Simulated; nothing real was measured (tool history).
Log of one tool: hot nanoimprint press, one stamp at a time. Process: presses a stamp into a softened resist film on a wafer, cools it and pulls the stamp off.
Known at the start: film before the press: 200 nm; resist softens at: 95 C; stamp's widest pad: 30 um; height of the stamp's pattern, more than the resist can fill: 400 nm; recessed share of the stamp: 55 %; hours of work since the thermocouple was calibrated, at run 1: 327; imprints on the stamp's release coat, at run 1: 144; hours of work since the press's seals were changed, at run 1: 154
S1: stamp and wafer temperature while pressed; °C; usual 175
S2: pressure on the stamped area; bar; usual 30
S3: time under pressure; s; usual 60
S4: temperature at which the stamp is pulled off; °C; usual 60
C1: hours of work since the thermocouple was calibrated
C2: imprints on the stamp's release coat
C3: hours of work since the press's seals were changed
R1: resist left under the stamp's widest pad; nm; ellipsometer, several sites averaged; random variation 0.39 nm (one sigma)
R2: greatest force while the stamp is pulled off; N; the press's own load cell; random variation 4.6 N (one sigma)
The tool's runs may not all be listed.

{"run": 1, "hour": 0.0, "S1": 175, "S2": 30, "S3": 60, "S4": 60, "C1": 327, "C2": 144, "C3": 154, "R1": 105.2, "R2": 245}
{"run": 2, "hour": 9.5, "S1": 175, "S2": 30, "S3": 60, "S4": 60, "C1": 333, "C2": 180, "C3": 160, "R1": 104.9, "R2": 241}
{"run": 3, "hour": 22.1, "S1": 175, "S2": 30, "S3": 60, "S4": 60, "C1": 341, "C2": 227, "C3": 169, "R1": 105.7, "R2": 244}
{"run": 4, "hour": 31.4, "S1": 175, "S2": 30, "S3": 60, "S4": 60, "C1": 348, "C2": 261, "C3": 175, "R1": 106, "R2": 249}
{"run": 5, "hour": 37.8, "S1": 175, "S2": 30, "S3": 115, "S4": 60, "C1": 352, "C2": 285, "C3": 179, "R1": 82.5, "R2": 261}
{"run": 6, "hour": 45.5, "S1": 175, "S2": 30, "S3": 115, "S4": 60, "C1": 357, "C2": 314, "C3": 184, "R1": 82, "R2": 260}
{"run": 7, "hour": 51.0, "S1": 175, "S2": 30, "S3": 60, "S4": 60, "C1": 361, "C2": 334, "C3": 188, "R1": 105.9, "R2": 251}
{"run": 8, "hour": 63.0, "S1": 175, "S2": 30, "S3": 60, "S4": 60, "C1": 369, "C2": 379, "C3": 196, "R1": 105.4, "R2": 265}
{"run": 9, "hour": 72.5, "S1": 175, "S2": 30, "S3": 60, "S4": 60, "C1": 375, "C2": 414, "C3": 202, "R1": 106.2, "R2": 264}
{"run": 10, "hour": 81.4, "S1": 175, "S2": 30, "S3": 60, "S4": 67, "C1": 381, "C2": 447, "C3": 208, "R1": 105.6, "R2": 228}
{"run": 11, "hour": 90.6, "S1": 175, "S2": 30, "S3": 60, "S4": 67, "C1": 387, "C2": 481, "C3": 215, "R1": 105.3, "R2": 227}
{"run": 12, "hour": 96.5, "S1": 175, "S2": 30, "S3": 60, "S4": 60, "C1": 391, "C2": 503, "C3": 218, "R1": 105.4, "R2": 272}
{"run": 13, "hour": 108.2, "S1": 175, "S2": 30, "S3": 60, "S4": 60, "C1": 399, "C2": 547, "C3": 226, "R1": 107.4, "R2": 272}
{"run": 14, "hour": 114.1, "S1": 175, "S2": 19.5, "S3": 74, "S4": 60, "C1": 403, "C2": 569, "C3": 230, "R1": 115.1, "R2": 274}
{"run": 15, "hour": 125.1, "S1": 182, "S2": 19.5, "S3": 52, "S4": 60, "C1": 410, "C2": 609, "C3": 238, "R1": 108.1, "R2": 279}
{"run": 16, "hour": 133.0, "S1": 182, "S2": 19.5, "S3": 52, "S4": 60, "C1": 416, "C2": 639, "C3": 243, "R1": 108.6, "R2": 283}
{"run": 17, "hour": 143.9, "S1": 182, "S2": 19.5, "S3": 44, "S4": 50, "C1": 423, "C2": 679, "C3": 250, "R1": 115.6, "R2": 339}
{"run": 18, "hour": 156.0, "S1": 175, "S2": 30, "S3": 41, "S4": 60, "C1": 431, "C2": 725, "C3": 258, "R1": 121.5, "R2": 293}
{"run": 19, "hour": 167.1, "S1": 175, "S2": 32.2, "S3": 60, "S4": 60, "C1": 439, "C2": 766, "C3": 266, "R1": 103.8, "R2": 299}
{"run": 20, "hour": 173.1, "S1": 175, "S2": 32.2, "S3": 60, "S4": 60, "C1": 443, "C2": 788, "C3": 270, "R1": 104.1, "R2": 298}
{"run": 21, "hour": 180.4, "S1": 178, "S2": 43.6, "S3": 45, "S4": 45, "C1": 447, "C2": 815, "C3": 275, "R1": 95, "R2": 387}
{"run": 22, "hour": 190.6, "S1": 178, "S2": 43.6, "S3": 45, "S4": 45, "C1": 454, "C2": 853, "C3": 282, "R1": 95.3, "R2": 389}
{"run": 23, "hour": 198.5, "S1": 179, "S2": 19.4, "S3": 37, "S4": 61, "C1": 460, "C2": 882, "C3": 287, "R1": 130.5, "R2": 302}
{"run": 24, "hour": 207.9, "S1": 184, "S2": 23, "S3": 114, "S4": 52, "C1": 466, "C2": 917, "C3": 293, "R1": 70.5, "R2": 356}
{"run": 25, "hour": 217.5, "S1": 167, "S2": 41.4, "S3": 44, "S4": 59, "C1": 472, "C2": 953, "C3": 300, "R1": 132, "R2": 317}
{"run": 26, "hour": 223.8, "S1": 167, "S2": 41.4, "S3": 31, "S4": 65, "C1": 477, "C2": 977, "C3": 304, "R1": 144.2, "R2": 284}

Hidden state or all else? Some run-to-run changes of R1, split into what the settings, what came in and random variation would give without the hidden state, and what is left for the hidden state (with any gauge scatter that isn't in both results):
The hidden state here: true temperature over the reading, C; pressure that arrives at the usual setting, %; grip of the stamp's worn release coat, % over a new coat's; drift of the gauge itself on residual_nm, %; drift of the gauge itself on pull_off_n, %.
Run 23 -> 24: S1 179 -> 184, S2 19.4 -> 23, S3 37 -> 114, S4 61 -> 52. R1 -60 nm: hidden state -1.2, all else -58.8.
Run 24 -> 25: S1 184 -> 167, S2 23 -> 41.4, S3 114 -> 44, S4 52 -> 59. R1 +61.5 nm: hidden state +2.9, all else +58.6.

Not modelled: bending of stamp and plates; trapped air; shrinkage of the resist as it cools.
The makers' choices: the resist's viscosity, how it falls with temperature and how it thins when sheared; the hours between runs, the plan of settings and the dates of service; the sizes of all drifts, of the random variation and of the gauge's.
